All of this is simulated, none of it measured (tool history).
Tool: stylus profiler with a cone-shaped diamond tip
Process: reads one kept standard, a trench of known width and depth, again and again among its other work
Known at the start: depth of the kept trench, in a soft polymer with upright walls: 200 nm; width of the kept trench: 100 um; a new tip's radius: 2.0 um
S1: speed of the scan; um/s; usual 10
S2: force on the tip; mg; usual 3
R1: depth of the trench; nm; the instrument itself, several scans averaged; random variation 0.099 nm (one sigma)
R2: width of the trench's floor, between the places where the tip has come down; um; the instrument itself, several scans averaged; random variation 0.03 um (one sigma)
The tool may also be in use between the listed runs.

run,hour,S1,S2,R1,R2
1,0,10,3,204.6,97.13
2,29,10,3,204.33,97.14
3,53.1,10,3,204.56,97.18
4,73.2,10,3,204.64,97.13
5,88.5,10,3,204.55,97.11
6,107.5,10,7.18,207.67,97.11
7,123.2,10,7.18,207.68,97.12
8,149.3,10,3,204.58,97.1
9,180.5,10,3,204.68,97.08
10,207.9,10,3,204.61,97.07
11,237.8,10,3,204.66,97.04
12,268.8,10,3,204.63,97.05
13,295.8,10,3,204.76,96.98
14,327.9,10,3,204.88,96.98
# hour 331.3: height scale calibrated on a step standard
15,361,10,3,204.98,96.92
16,380,10,3,205.11,96.94
# hour 410.1: new tip fitted, height scale calibrated
17,413.5,10,3,204.05,98.17
18,429.7,11,3,203.87,98.13
# hour 438.9: height scale calibrated on a step standard, once more
19,459.8,10,3,203.99,98.14
20,473.5,10,3,203.99,98.14
21,503.2,10,3,203.89,98.09
22,528.1,10,3,203.93,98.04
23,548.2,10,3,203.92,98.11
24,570.1,3,3.84,204.69,98.15
25,600.9,3,3.84,204.67,98.07
26,625.8,3,3.84,204.79,98.05
27,639.4,3,3.84,204.78,98.09
28,667.6,4,6.48,206.77,98.03
29,685.9,4,6.48,206.67,98.01
30,703.4,12,2.27,203.41,97.9
31,719.9,12,2.27,203.44,97.9
32,738.1,4,1.02,201.91,97.89
33,767.2,40,1.82,202.91,97.62
34,788.7,2,5.13,205.82,97.91
35,814.9,4,8.06,207.9,97.92
36,846.2,3,1.91,203.07,97.89
37,866.1,20,3.67,204.66,97.81
38,883.8,2,6.18,206.56,97.92
39,909.2,4,1.53,202.77,97.85
40,927.4,9,5.54,206.2,97.79

The next listed run, before its measurement:
41,953.2,8,7.48,?,?

{"run 41": {"R1": 207.68, "R2": 97.74}}
Without the tool's hidden state the same run would have given R1 207.46 nm, R2 98.17 um.
